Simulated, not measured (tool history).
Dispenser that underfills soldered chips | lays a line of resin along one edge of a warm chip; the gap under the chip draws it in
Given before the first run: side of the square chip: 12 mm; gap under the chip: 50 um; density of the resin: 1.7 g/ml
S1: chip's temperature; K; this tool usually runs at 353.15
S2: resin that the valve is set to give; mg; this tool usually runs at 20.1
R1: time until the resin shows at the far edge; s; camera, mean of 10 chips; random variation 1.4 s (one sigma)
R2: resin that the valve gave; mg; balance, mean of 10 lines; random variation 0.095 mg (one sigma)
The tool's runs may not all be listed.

run 1 day=0 | S1=353.15 S2=20.1 | R1=194.5 R2=18.57
-- day=0.321 new syringe of resin
run 2 day=0.533 | S1=353.15 S2=20.1 | R1=174.8 R2=18.39
-- day=0.962 new syringe of resin
run 3 day=1.017 | S1=353.15 S2=20.1 | R1=134.5 R2=18.25
run 4 day=1.238 | S1=347.15 S2=20.1 | R1=222.8 R2=18.39
run 5 day=1.504 | S1=353.15 S2=20.1 | R1=251.1 R2=18.19
-- day=1.621 new syringe of resin
run 6 day=1.888 | S1=353.15 S2=20.1 | R1=185.9 R2=18.22
run 7 day=2.2 | S1=353.15 S2=20.1 | R1=279.6 R2=18.16
-- day=2.258 new syringe of resin
run 8 day=2.638 | S1=353.15 S2=22.7 | R1=209.4 R2=20.45
-- day=2.888 new syringe of resin
run 9 day=3.15 | S1=353.15 S2=22.7 | R1=177.7 R2=20.31
-- day=3.325 dispensing valve cleaned and set on the balance
run 10 day=3.421 | S1=353.15 S2=22.7 | R1=234.2 R2=22.29
-- day=3.583 new syringe of resin
run 11 day=3.775 | S1=367.15 S2=20.1 | R1=101.9 R2=20.15
run 12 day=4.054 | S1=353.15 S2=20.1 | R1=238.4 R2=19.84
-- day=4.217 new syringe of resin
run 13 day=4.425 | S1=353.15 S2=20.1 | R1=166 R2=19.65
run 14 day=4.771 | S1=353.15 S2=20.1 | R1=255.5 R2=19.85
-- day=4.858 new syringe of resin
run 15 day=5.146 | S1=353.15 S2=20.1 | R1=182.3 R2=19.84
-- day=5.508 new syringe of resin
run 16 day=5.508 | S1=359.15 S2=19.4 | R1=104.5 R2=18.77
run 17 day=5.754 | S1=356.15 S2=18.6 | R1=159.2 R2=18.15
run 18 day=6.092 | S1=350.15 S2=17.7 | R1=306 R2=17.19
-- day=6.162 new syringe of resin
run 19 day=6.625 | S1=350.15 S2=17.7 | R1=258.6 R2=17
-- day=6.817 new syringe of resin
run 20 day=6.867 | S1=353.15 S2=22 | R1=135.7 R2=21.23
run 21 day=7.133 | S1=348.15 S2=21.5 | R1=223.2 R2=20.79
-- day=7.462 new syringe of resin
run 22 day=7.475 | S1=365.15 S2=20.1 | R1=86.5 R2=19.3
run 23 day=7.767 | S1=365.15 S2=20.1 | R1=126.4 R2=19.09
-- day=7.979 stage's temperature calibrated
-- day=8.133 new syringe of resin
run 24 day=8.212 | S1=357.15 S2=25.7 | R1=126.7 R2=24.33
run 25 day=8.525 | S1=353.15 S2=25.5 | R1=214 R2=24.23
-- day=8.796 new syringe of resin
run 26 day=8.95 | S1=340.15 S2=23.4 | R1=260.9 R2=22.15
run 27 day=9.212 | S1=343.15 S2=24.7 | R1=322.8 R2=23.31

5 ways to go on from here, each from the tool as it stands after run 27. What would each give?
-- day=9.429 new syringe of resin
run A day=9.479 | S1=350.15 S2=18.2 | R1=? R2=?
-- day=9.429 new syringe of resin
run B day=9.479 | S1=340.15 S2=17.2 | R1=? R2=?
-- day=9.429 new syringe of resin
run C day=9.479 | S1=339.15 S2=22.1 | R1=? R2=?
-- day=9.429 new syringe of resin
run D day=9.479 | S1=341.15 S2=24.6 | R1=? R2=?
-- day=9.429 new syringe of resin
run E day=9.479 | S1=350.15 S2=23.1 | R1=? R2=?

run=A R1=163.9 R2=16.93
run=B R1=242.3 R2=16.04
run=C R1=242.7 R2=20.65
run=D R1=216 R2=23.04
run=E R1=159.5 R2=21.65
Stripped of hidden state, with their random variation kept, the same runs would have yielded:
run=A R1=153.6 R2=18.13
run=B R1=226.4 R2=17.17
run=C R1=229.6 R2=22.11
run=D R1=204.7 R2=24.66
run=E R1=150.8 R2=23.17
